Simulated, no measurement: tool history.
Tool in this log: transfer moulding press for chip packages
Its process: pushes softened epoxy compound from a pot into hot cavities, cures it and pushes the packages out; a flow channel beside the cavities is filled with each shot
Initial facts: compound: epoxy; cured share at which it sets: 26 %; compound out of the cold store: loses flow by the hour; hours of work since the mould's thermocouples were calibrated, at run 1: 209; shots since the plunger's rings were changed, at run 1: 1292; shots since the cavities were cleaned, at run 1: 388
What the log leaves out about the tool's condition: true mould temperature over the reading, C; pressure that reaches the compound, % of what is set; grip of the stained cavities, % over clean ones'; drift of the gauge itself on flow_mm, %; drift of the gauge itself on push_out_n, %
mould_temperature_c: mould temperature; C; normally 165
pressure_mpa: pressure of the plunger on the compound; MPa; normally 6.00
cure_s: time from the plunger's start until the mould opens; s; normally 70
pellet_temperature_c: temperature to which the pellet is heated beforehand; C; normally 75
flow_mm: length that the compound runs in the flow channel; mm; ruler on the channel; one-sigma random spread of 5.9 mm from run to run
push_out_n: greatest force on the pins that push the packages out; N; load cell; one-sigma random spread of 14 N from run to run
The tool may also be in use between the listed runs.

| run | hour | mould_temperature_c | pressure_mpa | cure_s | pellet_temperature_c | hours of work since the mould's thermocouples were calibrated | shots since the plunger's rings were changed | shots since the cavities were cleaned | incoming compound's hours out of the cold store | flow_mm | push_out_n |
|---|---|---|---|---|---|---|---|---|---|---|---|
| 1 | 0.0 | 165 | 6.00 | 70 | 75 | 209 | 1292 | 388 | 26.2 | 747 | 912 |
|  | 5.9 | cavities cleaned with cleaning compound and waxed |
| 2 | 8.3 | 165 | 6.00 | 70 | 75 | 214 | 1394 | 36 | 28.5 | 747 | 742 |
| 3 | 15.1 | 165 | 6.00 | 70 | 75 | 219 | 1497 | 139 | 26.4 | 743 | 766 |
| 4 | 24.5 | 165 | 6.00 | 70 | 75 | 226 | 1640 | 282 | 39.4 | 711 | 823 |
| 5 | 33.3 | 165 | 6.79 | 70 | 75 | 232 | 1772 | 414 | 24.7 | 795 | 947 |
|  | 37.6 | cavities cleaned with cleaning compound and waxed |
| 6 | 42.9 | 165 | 6.00 | 70 | 75 | 238 | 1895 | 80 | 39.6 | 715 | 762 |
| 7 | 51.0 | 165 | 6.00 | 70 | 75 | 243 | 2017 | 202 | 24.6 | 751 | 870 |
| 8 | 59.7 | 160 | 6.00 | 70 | 75 | 250 | 2149 | 334 | 32.9 | 727 | 1227 |
| 9 | 66.4 | 160 | 6.00 | 70 | 75 | 254 | 2250 | 435 | 45.4 | 704 | 1223 |
|  | 69.3 | cavities cleaned with cleaning compound and waxed |
| 10 | 71.9 | 165 | 5.04 | 70 | 75 | 257 | 2310 | 39 | 28.4 | 669 | 717 |
| 11 | 77.4 | 165 | 6.00 | 73 | 75 | 261 | 2393 | 122 | 15.7 | 774 | 715 |
| 12 | 85.2 | 165 | 6.00 | 73 | 75 | 267 | 2511 | 240 | 35.6 | 726 | 760 |
| 13 | 94.1 | 165 | 6.00 | 73 | 75 | 273 | 2646 | 375 | 35.9 | 712 | 823 |
|  | 101.1 | cavities cleaned with cleaning compound and waxed |
| 14 | 104.2 | 165 | 6.00 | 60 | 75 | 279 | 2775 | 47 | 22.5 | 751 | 1153 |
| 15 | 111.6 | 165 | 6.00 | 60 | 75 | 285 | 2888 | 160 | 28.9 | 721 | 1221 |
| 16 | 117.1 | 165 | 6.00 | 60 | 75 | 288 | 2971 | 243 | 40.0 | 707 | 1253 |
| 17 | 122.0 | 165 | 4.56 | 84 | 71 | 292 | 3044 | 316 | 33.9 | 633 | 584 |
| 18 | 129.2 | 159 | 4.56 | 60 | 79 | 297 | 3153 | 425 | 34.8 | 638 | 1866 |
|  | 133.0 | cavities cleaned with cleaning compound and waxed |
| 19 | 135.7 | 164 | 6.13 | 104 | 66 | 301 | 3229 | 42 | 44.6 | 705 | 378 |
| 20 | 140.6 | 167 | 4.94 | 77 | 75 | 304 | 3303 | 116 | 11.2 | 672 | 566 |
| 21 | 144.5 | 167 | 4.94 | 77 | 75 | 307 | 3362 | 175 | 34.7 | 645 | 539 |
| 22 | 152.7 | 167 | 4.94 | 77 | 75 | 313 | 3486 | 299 | 31.4 | 649 | 597 |
| 23 | 160.5 | 167 | 4.94 | 77 | 75 | 318 | 3604 | 417 | 38.0 | 631 | 632 |
|  | 165.0 | cavities cleaned with cleaning compound and waxed |
| 24 | 167.3 | 167 | 4.94 | 77 | 75 | 322 | 3684 | 35 | 27.4 | 657 | 535 |
| 25 | 172.4 | 167 | 4.94 | 77 | 75 | 326 | 3760 | 111 | 43.7 | 619 | 523 |
| 26 | 179.0 | 167 | 4.94 | 77 | 75 | 330 | 3860 | 211 | 41.2 | 630 | 575 |
|  | 185.5 | plunger's sealing rings changed |
| 27 | 188.8 | 167 | 4.94 | 64 | 70 | 336 | 50 | 322 | 8.4 | 732 | 1060 |

Alternative continuations, all from the tool just after run 27; predict every row:
| A | 195.7 | 167 | 5.03 | 78 | 70 | 341 | 154 | 426 | 29.0 | ? | ? |
| B | 195.7 | 167 | 4.94 | 72 | 70 | 341 | 154 | 426 | 17.9 | ? | ? |
| C | 195.7 | 167 | 4.94 | 100 | 70 | 341 | 154 | 426 | 29.5 | ? | ? |
| D | 195.7 | 165 | 6.00 | 70 | 75 | 341 | 154 | 426 | 37.7 | ? | ? |
| E | 195.7 | 167 | 4.63 | 79 | 84 | 341 | 154 | 426 | 45.0 | ? | ? |

| run | flow_mm | push_out_n |
|---|---|---|
| A | 687 | 654 |
| B | 703 | 795 |
| C | 683 | 480 |
| D | 744 | 942 |
| E | 633 | 606 |
With the hidden condition removed and each run's random variation left untouched, the same runs would have given:
| run | flow_mm | push_out_n |
|---|---|---|
| A | 687 | 470 |
| B | 704 | 564 |
| C | 683 | 356 |
| D | 745 | 666 |
| E | 633 | 439 |
